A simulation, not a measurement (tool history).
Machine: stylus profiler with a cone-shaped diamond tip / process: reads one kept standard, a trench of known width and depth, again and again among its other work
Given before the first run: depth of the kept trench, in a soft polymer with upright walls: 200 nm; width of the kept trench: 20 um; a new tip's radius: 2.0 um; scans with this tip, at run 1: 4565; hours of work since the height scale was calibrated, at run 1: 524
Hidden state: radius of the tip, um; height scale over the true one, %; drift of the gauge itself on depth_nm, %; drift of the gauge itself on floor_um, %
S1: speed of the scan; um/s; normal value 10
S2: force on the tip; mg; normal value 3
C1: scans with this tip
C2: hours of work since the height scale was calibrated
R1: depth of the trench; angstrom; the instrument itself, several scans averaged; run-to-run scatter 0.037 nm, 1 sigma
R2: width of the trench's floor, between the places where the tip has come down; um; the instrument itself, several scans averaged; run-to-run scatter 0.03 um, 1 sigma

Run 1, day 0: usual settings; C1 4565; C2 524. Result: R1 2020.4 angstrom, R2 17.78 um.
Run 2, day 0.417: usual settings; C1 4606; C2 529. Result: R1 2021 angstrom, R2 17.76 um.
Run 3, day 1.117: usual settings but S1 2 um/s; C1 4675; C2 537. Result: R1 2020.4 angstrom, R2 17.77 um.
Run 4, day 1.925: usual settings but S1 2 um/s; C1 4754; C2 546. Result: R1 2020.3 angstrom, R2 17.77 um.
Run 5, day 2.458: usual settings; C1 4806; C2 552. Result: R1 2021.1 angstrom, R2 17.74 um.
Run 6, day 3.125: usual settings; C1 4872; C2 559. Result: R1 2020.3 angstrom, R2 17.75 um.
Run 7, day 3.796: usual settings; C1 4938; C2 567. Result: R1 2019.8 angstrom, R2 17.75 um.
Run 8, day 4.775: usual settings; C1 5034; C2 578. Result: R1 2020.2 angstrom, R2 17.71 um.
Run 9, day 5.4: usual settings; C1 5095; C2 585. Result: R1 2019.8 angstrom, R2 17.69 um.
Run 10, day 6.288: usual settings but S1 3 um/s; C1 5182; C2 595. Result: R1 2019.9 angstrom, R2 17.73 um.
Run 11, day 7.3: usual settings; C1 5282; C2 606. Result: R1 2020.8 angstrom, R2 17.73 um.
Run 12, day 7.825: usual settings but S2 8.66 mg; C1 5334; C2 612. Result: R1 2044.4 angstrom, R2 17.7 um.
Run 13, day 8.296: usual settings but S1 5 um/s; C1 5380; C2 618. Result: R1 2020.4 angstrom, R2 17.67 um.
Run 14, day 9.192: usual settings but S1 5 um/s; C1 5468; C2 628. Result: R1 2019.1 angstrom, R2 17.68 um.
Run 15, day 10: usual settings but S1 19 um/s; C1 5547; C2 637. Result: R1 2019.6 angstrom, R2 17.59 um.
Run 16, day 10.525: usual settings but S1 2 um/s, S2 4.65 mg; C1 5599; C2 643. Result: R1 2027.8 angstrom, R2 17.69 um.
Run 17, day 10.958: usual settings but S1 4 um/s, S2 1.62 mg; C1 5641; C2 648. Result: R1 2011.9 angstrom, R2 17.66 um.
Run 18, day 11.412: usual settings but S1 25 um/s, S2 1.23 mg; C1 5686; C2 653. Result: R1 2009.3 angstrom, R2 17.5 um.
Run 19, day 12.017: usual settings but S1 2 um/s, S2 1.25 mg; C1 5745; C2 660. Result: R1 2009.6 angstrom, R2 17.7 um.
Run 20, day 12.871: usual settings but S1 30 um/s, S2 7.17 mg; C1 5829; C2 669. Result: R1 2038.2 angstrom, R2 17.63 um.
Run 21, day 13.696: usual settings but S1 2 um/s, S2 1.71 mg; C1 5910; C2 679. Result: R1 2012.8 angstrom, R2 17.62 um.
Run 22, day 14.571: usual settings but S1 2 um/s, S2 1.71 mg; C1 5996; C2 688. Result: R1 2012 angstrom, R2 17.64 um.
Run 23, day 15.225: usual settings but S1 2 um/s, S2 1.71 mg; C1 6061; C2 696. Result: R1 2012.1 angstrom, R2 17.67 um.
Run 24, day 15.933: usual settings but S1 6 um/s, S2 1.94 mg; C1 6130; C2 704. Result: R1 2014.1 angstrom, R2 17.67 um.
Run 25, day 16.471: usual settings but S1 23 um/s, S2 5.07 mg; C1 6183; C2 710. Result: R1 2029.5 angstrom, R2 17.58 um.
Run 26, day 17.104: usual settings but S1 5 um/s, S2 2.49 mg; C1 6245; C2 717. Result: R1 2016.6 angstrom, R2 17.66 um.
Run 27, day 18.092: usual settings but S1 12 um/s; C1 6342; C2 728. Result: R1 2019.7 angstrom, R2 17.61 um.

Pick out some run-to-run changes in R1. Of each, how much would a tool without hidden state show as well, from the settings, what came in and chance, and how much is left for the hidden state and any gauge scatter not in both results compared?
Run 5 -> 6: nothing adjusted, nothing logged. R1 -0.8 angstrom: hidden state -0.1, all else -0.7.
Run 10 -> 11: S1 3 -> 10. R1 +0.9 angstrom: hidden state -0.2, all else +1.1.
Run 19 -> 20: S1 2 -> 30, S2 1.25 -> 7.17. R1 +28.6 angstrom: hidden state -0.1, all else +28.7.
Run 20 -> 21: S1 30 -> 2, S2 7.17 -> 1.71. R1 -25.4 angstrom: hidden state +0, all else -25.4.
